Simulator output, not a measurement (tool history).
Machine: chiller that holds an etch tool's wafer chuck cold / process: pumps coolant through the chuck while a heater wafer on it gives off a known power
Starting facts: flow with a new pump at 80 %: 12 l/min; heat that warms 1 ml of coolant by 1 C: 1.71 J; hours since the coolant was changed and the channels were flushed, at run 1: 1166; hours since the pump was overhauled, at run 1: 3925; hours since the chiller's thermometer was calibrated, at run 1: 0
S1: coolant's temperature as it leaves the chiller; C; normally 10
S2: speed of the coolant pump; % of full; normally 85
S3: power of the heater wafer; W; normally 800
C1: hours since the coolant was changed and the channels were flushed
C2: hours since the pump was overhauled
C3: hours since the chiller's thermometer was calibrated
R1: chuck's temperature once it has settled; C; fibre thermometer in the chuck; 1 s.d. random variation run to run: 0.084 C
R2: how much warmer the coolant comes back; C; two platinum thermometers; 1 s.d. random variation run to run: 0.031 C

{"run": 1, "day": 0.0, "S1": 10, "S2": 85, "S3": 800, "C1": 1166, "C2": 3925, "C3": 0, "R1": 16.06, "R2": 2.37}
{"run": 2, "day": 3.083, "S1": 10, "S2": 85, "S3": 800, "C1": 1240, "C2": 3999, "C3": 74, "R1": 16.04, "R2": 2.39}
{"run": 3, "day": 7.088, "S1": 10, "S2": 85, "S3": 800, "C1": 1336, "C2": 4095, "C3": 170, "R1": 16.18, "R2": 2.38}
{"run": 4, "day": 9.004, "S1": 10, "S2": 85, "S3": 800, "C1": 1382, "C2": 4141, "C3": 216, "R1": 15.97, "R2": 2.4}
{"run": 5, "day": 11.408, "S1": 10, "S2": 85, "S3": 800, "C1": 1440, "C2": 4198, "C3": 274, "R1": 16.01, "R2": 2.41}
{"run": 6, "day": 13.875, "S1": 10, "S2": 85, "S3": 800, "C1": 1499, "C2": 4258, "C3": 333, "R1": 15.95, "R2": 2.38}
{"run": 7, "day": 17.792, "S1": 10, "S2": 85, "S3": 800, "C1": 1593, "C2": 4352, "C3": 427, "R1": 16.02, "R2": 2.45}
{"run": 8, "day": 21.833, "S1": 10, "S2": 86, "S3": 477, "C1": 1690, "C2": 4449, "C3": 524, "R1": 13.63, "R2": 1.47}
{"run": 9, "day": 25.092, "S1": 10, "S2": 86, "S3": 477, "C1": 1768, "C2": 4527, "C3": 602, "R1": 13.49, "R2": 1.45}
{"run": 10, "day": 28.004, "S1": 10, "S2": 83, "S3": 658, "C1": 1838, "C2": 4597, "C3": 672, "R1": 15.15, "R2": 2.01}
{"run": 11, "day": 31.804, "S1": 10, "S2": 83, "S3": 658, "C1": 1929, "C2": 4688, "C3": 763, "R1": 15.16, "R2": 1.99}
{"run": 12, "day": 34.567, "S1": 7, "S2": 65, "S3": 727, "C1": 1995, "C2": 4754, "C3": 830, "R1": 13.98, "R2": 2.9}
{"run": 13, "day": 37.862, "S1": 3, "S2": 65, "S3": 727, "C1": 2074, "C2": 4833, "C3": 909, "R1": 9.82, "R2": 2.85}
{"run": 14, "day": 40.992, "S1": 7, "S2": 77, "S3": 711, "C1": 2150, "C2": 4908, "C3": 984, "R1": 12.92, "R2": 2.4}

Consider 4 possible next runs. They are alternatives, not a sequence: every one starts from the tool as it was left by run 14. What does each give?
{"run": "A", "day": 45.162, "S1": 1, "S2": 85, "S3": 583, "C1": 2250, "C2": 5009, "C3": 1084, "R1": "?", "R2": "?"}
{"run": "B", "day": 45.162, "S1": 6, "S2": 83, "S3": 726, "C1": 2250, "C2": 5009, "C3": 1084, "R1": "?", "R2": "?"}
{"run": "C", "day": 45.162, "S1": 7, "S2": 100, "S3": 622, "C1": 2250, "C2": 5009, "C3": 1084, "R1": "?", "R2": "?"}
{"run": "D", "day": 45.162, "S1": 16, "S2": 100, "S3": 711, "C1": 2250, "C2": 5009, "C3": 1084, "R1": "?", "R2": "?"}

run=A R1=5.34 R2=1.8
run=B R1=11.54 R2=2.24
run=C R1=11.11 R2=1.6
run=D R1=20.75 R2=1.83
The same runs, with their run-to-run variation unchanged, on a tool lacking any hidden condition would have given:
run=A R1=4.91 R2=1.63
run=B R1=10.98 R2=2.03
run=C R1=10.71 R2=1.46
run=D R1=20.29 R2=1.67
